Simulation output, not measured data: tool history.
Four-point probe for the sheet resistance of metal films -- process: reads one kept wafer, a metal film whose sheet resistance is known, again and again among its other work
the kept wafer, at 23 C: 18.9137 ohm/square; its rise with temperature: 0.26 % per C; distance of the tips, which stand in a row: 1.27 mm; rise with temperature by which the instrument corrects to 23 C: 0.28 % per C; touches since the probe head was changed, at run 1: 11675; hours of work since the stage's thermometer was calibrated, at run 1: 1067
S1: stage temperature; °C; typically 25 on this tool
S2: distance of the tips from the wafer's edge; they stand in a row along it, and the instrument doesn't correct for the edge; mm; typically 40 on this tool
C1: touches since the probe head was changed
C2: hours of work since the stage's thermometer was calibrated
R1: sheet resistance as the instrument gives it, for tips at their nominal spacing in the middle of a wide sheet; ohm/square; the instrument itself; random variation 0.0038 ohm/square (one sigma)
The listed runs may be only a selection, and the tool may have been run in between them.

run 1 hour=0.0 | S1=25 S2=40 | C1=11675 C2=1067 | R1=18.944136
run 2 hour=8.8 | S1=25 S2=40 | C1=12078 C2=1073 | R1=18.947835
run 3 hour=15.9 | S1=25 S2=40 | C1=12401 C2=1077 | R1=18.940650
run 4 hour=28.0 | S1=25 S2=40 | C1=12953 C2=1085 | R1=18.940819
run 5 hour=42.8 | S1=25 S2=40 | C1=13633 C2=1094 | R1=18.946649
run 6 hour=49.3 | S1=25 S2=6 | C1=13928 C2=1099 | R1=19.379934
run 7 hour=58.5 | S1=25 S2=6 | C1=14348 C2=1104 | R1=19.375970
run 8 hour=66.1 | S1=19 S2=40 | C1=14697 C2=1109 | R1=18.976953
run 9 hour=76.4 | S1=19 S2=40 | C1=15167 C2=1116 | R1=18.972044
run 10 hour=87.5 | S1=19 S2=40 | C1=15675 C2=1123 | R1=18.969712
run 11 hour=100.7 | S1=25 S2=13 | C1=16280 C2=1131 | R1=19.029757
run 12 hour=112.3 | S1=25 S2=40 | C1=16809 C2=1138 | R1=18.947395
run 13 hour=123.3 | S1=25 S2=40 | C1=17313 C2=1145 | R1=18.950219
run 14 hour=135.9 | S1=25 S2=40 | C1=17889 C2=1153 | R1=18.939075
run 15 hour=151.6 | S1=32 S2=64 | C1=18607 C2=1163 | R1=18.914659
run 16 hour=162.9 | S1=27 S2=64 | C1=19123 C2=1170 | R1=18.935651
run 17 hour=176.2 | S1=27 S2=64 | C1=19733 C2=1179 | R1=18.938957
run 18 hour=185.1 | S1=25 S2=3 | C1=20139 C2=1184 | R1=20.593394
run 19 hour=193.9 | S1=25 S2=3 | C1=20539 C2=1190 | R1=20.597768
run 20 hour=208.8 | S1=24 S2=40 | C1=21220 C2=1199 | R1=18.956019
run 21 hour=219.6 | S1=25 S2=12 | C1=21714 C2=1206 | R1=19.053135
run 22 hour=228.1 | S1=19 S2=16 | C1=22106 C2=1211 | R1=19.026627
run 23 hour=243.4 | S1=19 S2=3 | C1=22803 C2=1221 | R1=20.614501
run 24 hour=256.2 | S1=20 S2=40 | C1=23389 C2=1229 | R1=18.967082
run 25 hour=270.6 | S1=19 S2=9 | C1=24048 C2=1238 | R1=19.161920

Selected run-to-run steps in R1, each split into two signed amounts: the part the tool would show with no hidden state at all (from settings, incoming material and random variation), and the remainder, which goes to the hidden state together with any gauge scatter not common to the measured and the hidden-state-free results:
The tool's hidden condition here consists of: inner tips' distance over the nominal, %; tips' flats over new ones', %; wafer's true temperature over the reading, C; drift of the gauge itself on sheet_ohm, %.
Run 17 -> 18: S1 27 -> 25, S2 64 -> 3. R1 +1.654437 ohm/square: hidden state +0.003057, all else +1.651380.
Run 22 -> 23: S2 16 -> 3. R1 +1.587874 ohm/square: hidden state +0.003251, all else +1.584623.
Run 23 -> 24: S1 19 -> 20, S2 3 -> 40. R1 -1.647419 ohm/square: hidden state -0.002539, all else -1.644880.
